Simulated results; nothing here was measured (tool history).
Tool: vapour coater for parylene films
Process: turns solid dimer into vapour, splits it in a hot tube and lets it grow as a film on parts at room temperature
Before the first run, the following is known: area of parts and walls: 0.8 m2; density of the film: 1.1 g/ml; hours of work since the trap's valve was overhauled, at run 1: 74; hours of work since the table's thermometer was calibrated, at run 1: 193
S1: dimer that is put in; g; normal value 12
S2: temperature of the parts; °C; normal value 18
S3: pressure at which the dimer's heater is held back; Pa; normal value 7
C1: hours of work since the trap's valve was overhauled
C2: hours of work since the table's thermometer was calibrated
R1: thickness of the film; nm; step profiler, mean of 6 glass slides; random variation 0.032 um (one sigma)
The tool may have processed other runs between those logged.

run,day,S1,S2,S3,C1,C2,R1
1,0,12,18,7,74,193,5930
2,0.558,12,18,7,81,200,5980
3,0.988,12,18,11.4,87,205,5550
4,1.508,12,18,11.4,93,212,5570
5,1.892,12,18,7,98,216,5940
6,2.404,12,18,7,104,223,6000
7,2.875,12,18,7,110,229,5960
8,3.521,12,18,7,118,237,5970
9,4.233,12,18,7,127,246,5990
10,4.592,12,18,7,132,250,5990
11,4.983,12,18,7,136,255,5940
12,5.321,12,18,7,141,259,5940
13,5.658,12,18,7,145,264,5940
14,6.342,12,18,7,153,272,5990
15,6.942,12,18,7,161,280,5980
16,7.592,12,18,2.58,169,288,6850
17,8.179,12,18,2.58,176,295,6810
18,8.712,12,18,2.58,183,302,6810
19,9.067,12,18,2.58,187,306,6900
20,9.683,12,18,7,195,314,5990
21,9.983,12,18,7,199,318,5890
22,10.575,15,19,3.55,206,325,8130
23,11.229,15,27,2.44,214,333,7470
24,11.908,12,23,7,223,342,5490
25,12.317,21,26,7,228,347,9120
26,13.004,12,11,6.72,237,355,6640
27,13.383,19,10,2.53,241,360,12310
28,13.942,15,19,6.08,248,367,7490
29,14.633,15,19,6.08,257,376,7380
30,15.121,8,16,2.03,263,382,4920
# day 15.717: trap's valve overhauled
31,15.996,8,16,2.03,3,391,4890
32,16.612,19,18,7.26,11,398,9360
33,16.975,12,18,7,16,403,5940
34,17.358,12,20,7,20,408,5800
35,17.775,14,10,2.57,26,413,9120
36,18.146,14,10,2.57,30,417,9150
37,18.758,14,10,4.03,38,425,8600
38,19.425,12,10,4.61,46,433,7150
39,19.929,8,20,4.83,53,440,4030
40,20.392,8,20,5.07,58,445,4010
41,20.892,8,20,5.07,65,452,4020
42,21.362,18,11,8.47,71,458,9700

Table of differences, measured result less the result of that run with no hidden state. Run-to-run variation is the same in both. Gauge scatter possibly is not:
Hidden state present: vapour lost through the trap's worn valve, %; true temperature of the parts over the reading, C; drift of the gauge itself on film_um, %.
run,R1
1,+0
2,+0
3,+0
4,+0
5,-10
6,-10
7,-10
8,-10
9,-10
10,-10
11,-20
12,-10
13,-10
14,-10
15,-10
16,-20
17,-20
18,-20
19,-20
20,-10
21,-10
22,-20
23,-20
24,-10
25,-30
26,-20
27,-40
28,-20
29,-20
30,-20
31,+0
32,-10
33,-10
34,+0
35,+0
36,-10
37,-10
38,-10
39,+0
40,-10
41,+0
42,-10
